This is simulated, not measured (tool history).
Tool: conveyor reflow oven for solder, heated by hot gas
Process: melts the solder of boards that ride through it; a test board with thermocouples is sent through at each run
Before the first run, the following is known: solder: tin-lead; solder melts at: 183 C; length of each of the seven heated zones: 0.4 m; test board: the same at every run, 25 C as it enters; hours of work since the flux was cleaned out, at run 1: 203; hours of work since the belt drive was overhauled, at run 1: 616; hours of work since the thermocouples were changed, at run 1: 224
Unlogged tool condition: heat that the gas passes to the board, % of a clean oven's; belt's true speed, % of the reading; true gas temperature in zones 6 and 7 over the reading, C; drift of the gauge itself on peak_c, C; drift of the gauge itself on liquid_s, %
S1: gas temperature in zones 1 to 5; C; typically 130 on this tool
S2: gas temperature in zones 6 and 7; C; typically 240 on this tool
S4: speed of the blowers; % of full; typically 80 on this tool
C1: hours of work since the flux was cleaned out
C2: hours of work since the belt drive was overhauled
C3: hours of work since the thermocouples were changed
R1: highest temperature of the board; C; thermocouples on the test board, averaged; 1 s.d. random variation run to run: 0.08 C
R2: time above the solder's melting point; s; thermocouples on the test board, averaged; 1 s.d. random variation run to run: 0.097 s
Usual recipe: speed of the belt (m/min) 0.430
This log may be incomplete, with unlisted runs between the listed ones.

{"run": 1, "day": 0.0, "S1": 130, "S2": 240, "speed of the belt (m/min)": 0.43, "S4": 80, "C1": 203, "C2": 616, "C3": 224, "R1": 226.7, "R2": 90.5}
{"run": 2, "day": 0.558, "S1": 130, "S2": 240, "speed of the belt (m/min)": 0.43, "S4": 80, "C1": 210, "C2": 622, "C3": 230, "R1": 226.76, "R2": 90.23}
{"run": 3, "day": 1.012, "S1": 130, "S2": 240, "speed of the belt (m/min)": 0.43, "S4": 52, "C1": 215, "C2": 627, "C3": 236, "R1": 217.41, "R2": 79.09}
{"run": 4, "day": 1.321, "S1": 130, "S2": 240, "speed of the belt (m/min)": 0.43, "S4": 80, "C1": 219, "C2": 631, "C3": 239, "R1": 226.62, "R2": 90.49}
{"run": 5, "day": 1.75, "S1": 120, "S2": 240, "speed of the belt (m/min)": 0.43, "S4": 80, "C1": 224, "C2": 636, "C3": 244, "R1": 225.32, "R2": 85.12}
{"run": 6, "day": 2.217, "S1": 130, "S2": 240, "speed of the belt (m/min)": 0.43, "S4": 58, "C1": 229, "C2": 641, "C3": 250, "R1": 219.88, "R2": 82.3}
{"run": 7, "day": 2.758, "S1": 130, "S2": 240, "speed of the belt (m/min)": 0.43, "S4": 58, "C1": 235, "C2": 648, "C3": 256, "R1": 219.95, "R2": 82.29}
{"run": 8, "day": 3.012, "S1": 130, "S2": 240, "speed of the belt (m/min)": 0.43, "S4": 58, "C1": 238, "C2": 651, "C3": 259, "R1": 219.92, "R2": 82.44}
{"run": 9, "day": 3.492, "S1": 130, "S2": 240, "speed of the belt (m/min)": 0.43, "S4": 58, "C1": 244, "C2": 656, "C3": 265, "R1": 219.77, "R2": 82.32}
{"run": 10, "day": 3.875, "S1": 123, "S2": 240, "speed of the belt (m/min)": 0.373, "S4": 79, "C1": 248, "C2": 661, "C3": 269, "R1": 229.68, "R2": 105.18}
{"run": 11, "day": 4.225, "S1": 117, "S2": 245, "speed of the belt (m/min)": 0.433, "S4": 87, "C1": 253, "C2": 665, "C3": 273, "R1": 231.19, "R2": 88.68}
{"run": 12, "day": 4.512, "S1": 117, "S2": 245, "speed of the belt (m/min)": 0.433, "S4": 87, "C1": 256, "C2": 668, "C3": 276, "R1": 231.09, "R2": 88.68}
{"run": 13, "day": 5.021, "S1": 117, "S2": 245, "speed of the belt (m/min)": 0.433, "S4": 87, "C1": 262, "C2": 674, "C3": 282, "R1": 231.09, "R2": 88.73}
{"run": 14, "day": 5.317, "S1": 130, "S2": 251, "speed of the belt (m/min)": 0.43, "S4": 80, "C1": 265, "C2": 677, "C3": 286, "R1": 236.9, "R2": 98.05}
{"run": 15, "day": 5.746, "S1": 145, "S2": 240, "speed of the belt (m/min)": 0.43, "S4": 55, "C1": 270, "C2": 682, "C3": 291, "R1": 221.73, "R2": 91.84}
{"run": 16, "day": 6.208, "S1": 145, "S2": 240, "speed of the belt (m/min)": 0.43, "S4": 55, "C1": 276, "C2": 688, "C3": 296, "R1": 221.72, "R2": 91.91}

Here are 3 independent what-if runs from the current tool condition. What would each one return?
{"run": "A", "day": 6.55, "S1": 129, "S2": 240, "speed of the belt (m/min)": 0.43, "S4": 56, "C1": 280, "C2": 692, "C3": 300, "R1": "?", "R2": "?"}
{"run": "B", "day": 6.55, "S1": 124, "S2": 240, "speed of the belt (m/min)": 0.342, "S4": 80, "C1": 280, "C2": 692, "C3": 300, "R1": "?", "R2": "?"}
{"run": "C", "day": 6.55, "S1": 145, "S2": 240, "speed of the belt (m/min)": 0.43, "S4": 63, "C1": 280, "C2": 692, "C3": 300, "R1": "?", "R2": "?"}

run=A R1=218.92 R2=80.60
run=B R1=231.97 R2=118.10
run=C R1=224.42 R2=94.74
With the hidden condition removed and each run's random variation left untouched, the same runs would have given:
run=A R1=218.92 R2=80.59
run=B R1=231.96 R2=118.09
run=C R1=224.42 R2=94.72
